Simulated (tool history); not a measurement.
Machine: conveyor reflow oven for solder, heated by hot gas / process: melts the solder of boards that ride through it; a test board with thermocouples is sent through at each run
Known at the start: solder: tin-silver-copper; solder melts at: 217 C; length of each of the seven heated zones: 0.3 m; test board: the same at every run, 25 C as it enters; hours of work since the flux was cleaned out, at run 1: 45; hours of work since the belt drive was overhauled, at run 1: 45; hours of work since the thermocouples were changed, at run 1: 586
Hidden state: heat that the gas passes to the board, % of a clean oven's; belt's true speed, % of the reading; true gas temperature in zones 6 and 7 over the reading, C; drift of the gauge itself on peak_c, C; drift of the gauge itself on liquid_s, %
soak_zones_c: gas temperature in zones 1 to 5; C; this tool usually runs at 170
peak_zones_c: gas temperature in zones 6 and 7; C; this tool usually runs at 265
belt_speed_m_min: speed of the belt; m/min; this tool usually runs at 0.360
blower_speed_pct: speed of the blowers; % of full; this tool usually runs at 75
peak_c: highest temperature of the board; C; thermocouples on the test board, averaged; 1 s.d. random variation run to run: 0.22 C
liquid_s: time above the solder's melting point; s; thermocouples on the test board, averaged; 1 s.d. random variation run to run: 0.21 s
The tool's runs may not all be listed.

run   hour  soak_zones_c  peak_zones_c  belt_speed_m_min  blower_speed_pct  hours of work since the flux was cleaned out  hours of work since the belt drive was overhauled  hours of work since the thermocouples were changed  peak_c  liquid_s
  1    0.0           170           265             0.360                75                                            45                                                 45                                                 586   250.5      73.4
  2    5.4           170           265             0.360                75                                            49                                                 49                                                 589   250.9      73.4
  3   12.1           170           263             0.360                75                                            53                                                 53                                                 593   249.1      71.8
  4   18.7           170           263             0.360                70                                            57                                                 57                                                 597   247.6      69.5
  5   25.9           170           263             0.360                70                                            61                                                 61                                                 602   247.9      70.1
  6   32.1           170           263             0.360                70                                            64                                                 64                                                 605   247.6      69.8
  7   40.8           170           263             0.360                70                                            70                                                 70                                                 611   247.8      69.4
  8   47.7           170           263             0.360                70                                            74                                                 74                                                 615   247.5      69.2
  9   56.7           170           263             0.360                70                                            79                                                 79                                                 620   247.6      69.9
 10   62.2           170           263             0.360                70                                            82                                                 82                                                 623   247.7      69.5
 11   68.0           170           263             0.360                70                                            86                                                 86                                                 627   247.6      69.6
 12   73.0           170           263             0.360                70                                            89                                                 89                                                 630   247.5      69.6
      77.6  -- belt drive overhauled, speed set with a stopwatch
 13   84.5           170           263             0.360                70                                            93                                                  4                                                 634   247.6      69.3
 14   91.9           170           263             0.360                75                                            98                                                  9                                                 638   248.4      71.0
 15   97.7           170           263             0.360                75                                           101                                                 12                                                 642   248.7      70.9
 16  102.8           155           265             0.342                75                                           104                                                 15                                                 645   249.5      69.9
 17  112.0           173           258             0.355                88                                           110                                                 20                                                 650   247.0      73.5
 18  120.0           182           272             0.372                87                                           114                                                 25                                                 655   259.6      83.1
 19  124.7           181           271             0.378                89                                           117                                                 28                                                 658   258.2      81.1
     133.8  -- belt drive overhauled, speed set with a stopwatch, once more
 20  134.1           181           271             0.378                89                                           120                                                  0                                                 661   258.3      80.3
 21  143.0           170           265             0.393                86                                           126                                                  5                                                 666   249.4      66.0
 22  149.4           178           261             0.409                65                                           129                                                  9                                                 670   242.0      56.2
 23  155.1           178           261             0.409                65                                           133                                                 13                                                 674   241.9      56.5
 24  159.2           170           265             0.360                65                                           135                                                 15                                                 676   247.9      68.8
 25  163.3           170           265             0.360                65                                           138                                                 18                                                 678   247.6      69.4
 26  170.0           170           265             0.360                65                                           142                                                 21                                                 682   247.4      69.3
 27  174.8           170           265             0.395                60                                           144                                                 24                                                 685   243.7      56.1
 28  180.2           180           269             0.360                75                                           148                                                 28                                                 689   254.8      81.8
 29  188.8           175           262             0.360                75                                           153                                                 33                                                 694   247.9      72.7
 30  198.3           184           270             0.297                53                                           158                                                 38                                                 699   256.6     103.6

Below are 5 alternative next runs, each starting from the tool's condition after run 30. Predict each:
  A  204.0           169           265             0.316                81                                           162                                                 42                                                 703       ?         ?
  B  204.0           184           272             0.297                53                                           162                                                 42                                                 703       ?         ?
  C  204.0           157           270             0.297                53                                           162                                                 42                                                 703       ?         ?
  D  204.0           170           265             0.408                75                                           162                                                 42                                                 703       ?         ?
  E  204.0           184           270             0.297                56                                           162                                                 42                                                 703       ?         ?

run  peak_c  liquid_s
  A   254.2      87.9
  B   258.7     104.7
  C   252.7      84.6
  D   245.8      58.3
  E   257.4     104.1
Without the tool's hidden state the same runs would have given:
run  peak_c  liquid_s
  A   257.4      91.1
  B   261.6     107.1
  C   255.8      88.3
  D   249.3      62.1
  E   260.2     106.6
